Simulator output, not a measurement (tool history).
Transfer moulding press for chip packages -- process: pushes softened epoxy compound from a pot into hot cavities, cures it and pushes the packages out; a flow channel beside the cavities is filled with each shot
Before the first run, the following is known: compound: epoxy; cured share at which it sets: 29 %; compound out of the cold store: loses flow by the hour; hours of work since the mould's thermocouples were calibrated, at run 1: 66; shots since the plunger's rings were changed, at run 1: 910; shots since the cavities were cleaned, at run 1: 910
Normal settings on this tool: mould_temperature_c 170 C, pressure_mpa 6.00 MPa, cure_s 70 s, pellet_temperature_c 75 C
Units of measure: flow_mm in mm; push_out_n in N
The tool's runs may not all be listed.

run,hour,mould_temperature_c,pressure_mpa,cure_s,pellet_temperature_c,hours of work since the mould's thermocouples were calibrated,shots since the plunger's rings were changed,shots since the cavities were cleaned,incoming compound's hours out of the cold store,flow_mm,push_out_n
1,0.0,170,6.00,70,75,66,910,910,47.3,467,1416
# hour 2.5: cavities cleaned with cleaning compound and waxed
2,13.2,170,6.00,70,75,72,1044,123,33.4,501,1036
3,21.4,170,6.00,88,75,76,1139,218,21.3,529,655
4,31.2,170,6.00,70,75,82,1252,331,14.4,549,1266
5,44.0,170,6.00,70,75,88,1399,478,19.9,531,1296
6,54.7,170,6.00,70,75,94,1523,602,42.9,473,1282
7,72.1,170,6.00,70,75,103,1723,802,29.4,504,1481
8,82.1,170,6.00,70,75,109,1838,917,26.5,512,1517
# hour 84.8: cavities cleaned with cleaning compound and waxed
9,96.1,170,6.00,70,71,115,1982,130,31.0,500,1054
10,106.2,170,6.00,70,71,121,2098,246,30.1,500,1193
11,114.8,170,6.00,70,71,125,2198,346,40.7,476,1171
12,131.5,170,6.00,70,71,134,2390,538,17.1,534,1415
13,146.5,170,6.00,100,71,142,2562,710,11.5,550,718
14,161.8,170,6.00,100,71,150,2738,886,18.3,528,790
# hour 166.8: cavities cleaned with cleaning compound and waxed
# hour 181.1: plunger's sealing rings changed
15,182.4,178,4.83,100,74,159,16,151,27.2,455,495
16,201.2,163,6.12,61,80,169,232,367,15.3,574,2431
17,220.6,173,6.71,87,69,179,455,590,10.1,593,761
18,239.5,175,5.95,86,72,190,673,808,18.1,531,739
# hour 251.4: cavities cleaned with cleaning compound and waxed
19,253.1,170,6.75,74,75,196,813,20,17.4,577,906
20,273.1,174,6.00,108,75,207,1043,250,34.8,491,537
21,284.1,172,5.20,86,71,212,1169,376,32.0,465,728
22,297.9,172,5.20,86,71,220,1329,536,17.0,501,783
23,314.8,170,6.13,70,75,229,1523,730,21.5,535,1499
# hour 333.3: cavities cleaned with cleaning compound and waxed
24,334.5,165,6.13,70,77,238,1733,14,21.7,543,1311
25,349.3,175,5.31,70,80,246,1903,184,39.0,446,787
26,366.0,168,6.75,76,83,255,2095,376,35.8,521,1074

What will run 27 give?
27,384.7,172,6.75,95,83,265,2311,592,19.9,?,?

For run 27 the tool returned flow_mm 554 mm, push_out_n 682 N.
Had the tool carried no hidden state, the very same run would have given flow_mm 568 mm, push_out_n 454 N.
